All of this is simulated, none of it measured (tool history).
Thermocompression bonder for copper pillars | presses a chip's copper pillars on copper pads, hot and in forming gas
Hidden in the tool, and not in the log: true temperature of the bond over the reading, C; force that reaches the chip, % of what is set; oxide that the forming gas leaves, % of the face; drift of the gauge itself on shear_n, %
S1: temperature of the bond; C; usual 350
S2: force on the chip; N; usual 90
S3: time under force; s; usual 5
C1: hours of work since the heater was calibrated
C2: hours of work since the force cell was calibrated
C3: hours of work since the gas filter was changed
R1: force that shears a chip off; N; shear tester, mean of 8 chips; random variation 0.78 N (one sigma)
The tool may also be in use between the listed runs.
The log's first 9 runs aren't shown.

| run | hour | S1 | S2 | S3 | C1 | C2 | C3 | R1 |
|---|---|---|---|---|---|---|---|---|
| 10 | 70.7 | 350 | 92 | 4 | 169 | 185 | 341 | 55.9 |
| 11 | 77.7 | 350 | 92 | 4 | 173 | 189 | 345 | 54.3 |
| 12 | 83.2 | 350 | 92 | 4 | 176 | 193 | 348 | 55.2 |
| 13 | 90.5 | 350 | 90 | 5 | 181 | 197 | 353 | 58.7 |
| 14 | 98.4 | 326 | 90 | 5 | 185 | 202 | 357 | 46.1 |
| 15 | 108.7 | 326 | 90 | 5 | 191 | 208 | 364 | 46.6 |
| 16 | 115.6 | 326 | 90 | 5 | 196 | 212 | 368 | 45.8 |
| 17 | 120.8 | 350 | 90 | 5 | 199 | 215 | 371 | 58.7 |
| 18 | 125.4 | 372 | 75 | 5 | 201 | 218 | 374 | 60.6 |
| 19 | 130.9 | 372 | 75 | 5 | 205 | 221 | 377 | 59.7 |
| 20 | 138.7 | 373 | 131 | 7 | 209 | 226 | 382 | 99.7 |
| 21 | 146.6 | 373 | 131 | 7 | 214 | 231 | 386 | 100.8 |
| 22 | 154.9 | 380 | 69 | 4 | 219 | 236 | 391 | 55.0 |
| 23 | 160.4 | 380 | 69 | 4 | 222 | 239 | 395 | 55.1 |
| 24 | 168.7 | 350 | 134 | 4 | 227 | 244 | 400 | 77.4 |
|  | 175.8 | forming gas filter changed |
| 25 | 177.2 | 362 | 98 | 3 | 232 | 249 | 1 | 58.4 |
| 26 | 185.5 | 362 | 64 | 3 | 237 | 254 | 6 | 39.6 |
| 27 | 196.1 | 376 | 117 | 8 | 244 | 260 | 12 | 98.0 |
| 28 | 204.1 | 362 | 118 | 13 | 248 | 265 | 17 | 102.2 |
| 29 | 214.3 | 360 | 90 | 5 | 254 | 271 | 23 | 66.1 |
| 30 | 222.5 | 369 | 66 | 4 | 259 | 276 | 28 | 49.1 |
| 31 | 230.0 | 369 | 102 | 7 | 264 | 280 | 32 | 82.4 |
| 32 | 237.3 | 331 | 106 | 5 | 268 | 285 | 37 | 56.2 |
| 33 | 248.0 | 373 | 109 | 14 | 275 | 291 | 43 | 103.8 |
| 34 | 253.4 | 337 | 72 | 5 | 278 | 294 | 47 | 42.2 |

4 ways to go on from here, each from the tool as it stands after run 34. What would each give?
| A | 258.5 | 337 | 76 | 5 | 281 | 297 | 50 | ? |
| B | 258.5 | 380 | 58 | 4 | 281 | 297 | 50 | ? |
| C | 258.5 | 376 | 77 | 10 | 281 | 297 | 50 | ? |
| D | 258.5 | 350 | 101 | 11 | 281 | 297 | 50 | ? |

| run | R1 |
|---|---|
| A | 43.6 |
| B | 47.7 |
| C | 79.7 |
| D | 82.9 |
Without the tool's hidden state the same runs would have given:
| run | R1 |
|---|---|
| A | 43.8 |
| B | 47.8 |
| C | 79.9 |
| D | 83.2 |

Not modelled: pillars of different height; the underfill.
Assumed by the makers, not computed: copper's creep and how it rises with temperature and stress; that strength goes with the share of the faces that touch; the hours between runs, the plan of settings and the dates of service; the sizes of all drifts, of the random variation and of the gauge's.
